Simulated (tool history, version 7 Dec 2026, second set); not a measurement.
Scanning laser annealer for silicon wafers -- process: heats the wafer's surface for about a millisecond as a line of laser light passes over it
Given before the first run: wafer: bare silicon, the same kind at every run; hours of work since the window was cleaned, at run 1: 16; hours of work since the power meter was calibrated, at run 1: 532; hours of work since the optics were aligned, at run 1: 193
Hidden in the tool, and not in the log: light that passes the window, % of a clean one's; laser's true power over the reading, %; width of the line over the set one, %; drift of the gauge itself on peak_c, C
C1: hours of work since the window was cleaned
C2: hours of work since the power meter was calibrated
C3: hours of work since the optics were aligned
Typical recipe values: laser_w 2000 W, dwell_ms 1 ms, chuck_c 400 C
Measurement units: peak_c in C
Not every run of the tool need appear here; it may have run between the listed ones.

run 1 hour=0 | laser_w=2000 dwell_ms=1 chuck_c=400 | C1=16 C2=532 C3=193 | peak_c=1118
run 2 hour=41.8 | laser_w=2000 dwell_ms=1 chuck_c=400 | C1=42 C2=558 C3=219 | peak_c=1119
run 3 hour=112.6 | laser_w=2000 dwell_ms=1 chuck_c=400 | C1=85 C2=602 C3=263 | peak_c=1114
run 4 hour=154.8 | laser_w=2000 dwell_ms=1 chuck_c=400 | C1=112 C2=628 C3=289 | peak_c=1111
run 5 hour=196.3 | laser_w=2000 dwell_ms=1 chuck_c=419 | C1=137 C2=654 C3=314 | peak_c=1128
run 6 hour=259.7 | laser_w=2000 dwell_ms=1 chuck_c=419 | C1=176 C2=693 C3=354 | peak_c=1125
run 7 hour=290.8 | laser_w=2000 dwell_ms=1 chuck_c=381 | C1=196 C2=712 C3=373 | peak_c=1082
run 8 hour=325.1 | laser_w=1891 dwell_ms=1 chuck_c=381 | C1=217 C2=733 C3=394 | peak_c=1037
run 9 hour=356.6 | laser_w=2000 dwell_ms=1 chuck_c=400 | C1=236 C2=753 C3=413 | peak_c=1104
run 10 hour=422 | laser_w=1878 dwell_ms=1 chuck_c=400 | C1=277 C2=793 C3=454 | peak_c=1047
run 11 hour=494.7 | laser_w=2000 dwell_ms=1 chuck_c=377 | C1=322 C2=838 C3=499 | peak_c=1069
run 12 hour=526 | laser_w=2070 dwell_ms=1 chuck_c=377 | C1=341 C2=858 C3=518 | peak_c=1102
run 13 hour=574.8 | laser_w=2070 dwell_ms=1.2 chuck_c=377 | C1=371 C2=888 C3=548 | peak_c=1162
run 14 hour=628 | laser_w=1795 dwell_ms=1 chuck_c=400 | C1=404 C2=921 C3=581 | peak_c=1001
run 15 hour=668 | laser_w=2000 dwell_ms=1 chuck_c=400 | C1=429 C2=945 C3=606 | peak_c=1086
run 16 hour=708.8 | laser_w=2000 dwell_ms=1 chuck_c=400 | C1=454 C2=970 C3=631 | peak_c=1084
run 17 hour=741.9 | laser_w=2000 dwell_ms=1 chuck_c=400 | C1=474 C2=991 C3=652 | peak_c=1081
run 18 hour=784.2 | laser_w=2000 dwell_ms=1 chuck_c=400 | C1=501 C2=1017 C3=678 | peak_c=1083
run 19 hour=836 | laser_w=2000 dwell_ms=1.13 chuck_c=400 | C1=533 C2=1049 C3=710 | peak_c=1118
-- hour=843.6 window over the wafer cleaned
run 20 hour=908.8 | laser_w=2000 dwell_ms=1.13 chuck_c=400 | C1=40 C2=1093 C3=754 | peak_c=1155
run 21 hour=979.4 | laser_w=2000 dwell_ms=1.25 chuck_c=400 | C1=84 C2=1137 C3=797 | peak_c=1183
run 22 hour=1042.9 | laser_w=1804 dwell_ms=0.86 chuck_c=369 | C1=123 C2=1176 C3=836 | peak_c=944
run 23 hour=1104.2 | laser_w=2065 dwell_ms=0.91 chuck_c=404 | C1=161 C2=1214 C3=874 | peak_c=1095
run 24 hour=1137.4 | laser_w=2065 dwell_ms=0.91 chuck_c=404 | C1=182 C2=1234 C3=895 | peak_c=1098
run 25 hour=1190.9 | laser_w=2022 dwell_ms=0.85 chuck_c=378 | C1=215 C2=1267 C3=928 | peak_c=1030
run 26 hour=1235.7 | laser_w=2058 dwell_ms=0.72 chuck_c=400 | C1=242 C2=1295 C3=956 | peak_c=1015
run 27 hour=1292.6 | laser_w=2158 dwell_ms=0.95 chuck_c=426 | C1=278 C2=1330 C3=991 | peak_c=1167
run 28 hour=1356.5 | laser_w=2158 dwell_ms=1.19 chuck_c=417 | C1=317 C2=1370 C3=1030 | peak_c=1231
run 29 hour=1422.6 | laser_w=2000 dwell_ms=0.85 chuck_c=400 | C1=358 C2=1411 C3=1071 | peak_c=1034
run 30 hour=1463 | laser_w=1805 dwell_ms=0.86 chuck_c=387 | C1=383 C2=1436 C3=1096 | peak_c=949
run 31 hour=1529.3 | laser_w=1805 dwell_ms=0.75 chuck_c=387 | C1=424 C2=1477 C3=1137 | peak_c=908
run 32 hour=1570.2 | laser_w=1711 dwell_ms=1 chuck_c=421 | C1=449 C2=1502 C3=1162 | peak_c=981
run 33 hour=1627 | laser_w=1711 dwell_ms=1 chuck_c=421 | C1=484 C2=1537 C3=1198 | peak_c=974
run 34 hour=1692.6 | laser_w=2000 dwell_ms=0.76 chuck_c=435 | C1=525 C2=1577 C3=1238 | peak_c=1028
-- hour=1712.2 window over the wafer cleaned
run 35 hour=1764.7 | laser_w=2000 dwell_ms=0.76 chuck_c=435 | C1=32 C2=1621 C3=1281 | peak_c=1053
-- hour=1787.7 optics aligned, line set to its width
run 36 hour=1808.7 | laser_w=2000 dwell_ms=1 chuck_c=386 | C1=57 C2=1645 C3=13 | peak_c=1101
run 37 hour=1854 | laser_w=2062 dwell_ms=0.83 chuck_c=433 | C1=85 C2=1673 C3=41 | peak_c=1109
run 38 hour=1893.4 | laser_w=1943 dwell_ms=1.12 chuck_c=433 | C1=109 C2=1697 C3=65 | peak_c=1153
run 39 hour=1951.4 | laser_w=1943 dwell_ms=1.12 chuck_c=377 | C1=145 C2=1733 C3=101 | peak_c=1099
run 40 hour=2015.4 | laser_w=1943 dwell_ms=1.22 chuck_c=392 | C1=184 C2=1773 C3=141 | peak_c=1138
run 41 hour=2085.1 | laser_w=1943 dwell_ms=1.22 chuck_c=392 | C1=227 C2=1816 C3=184 | peak_c=1137

How would selected steps in peak_c from run to run divide? Give the signed amount a tool lacking its hidden state would still show from settings, what came in and random variation, and the signed amount left for the hidden state, including any gauge scatter that is not in both of the compared results.
Run 13 -> 14: laser_w 2070 -> 1795, dwell_ms 1.2 -> 1, chuck_c 377 -> 400. peak_c -161 C: hidden state +6, all else -167.
Run 19 -> 20: window over the wafer cleaned. peak_c +37 C: hidden state +32, all else +5.
Run 21 -> 22: laser_w 2000 -> 1804, dwell_ms 1.25 -> 0.86, chuck_c 400 -> 369. peak_c -239 C: hidden state +3, all else -242.
Run 26 -> 27: laser_w 2058 -> 2158, dwell_ms 0.72 -> 0.95, chuck_c 400 -> 426. peak_c +152 C: hidden state -9, all else +161.
Run 28 -> 29: laser_w 2158 -> 2000, dwell_ms 1.19 -> 0.85, chuck_c 417 -> 400. peak_c -197 C: hidden state +7, all else -204.
Run 34 -> 35: window over the wafer cleaned. peak_c +25 C: hidden state +27, all else -2.
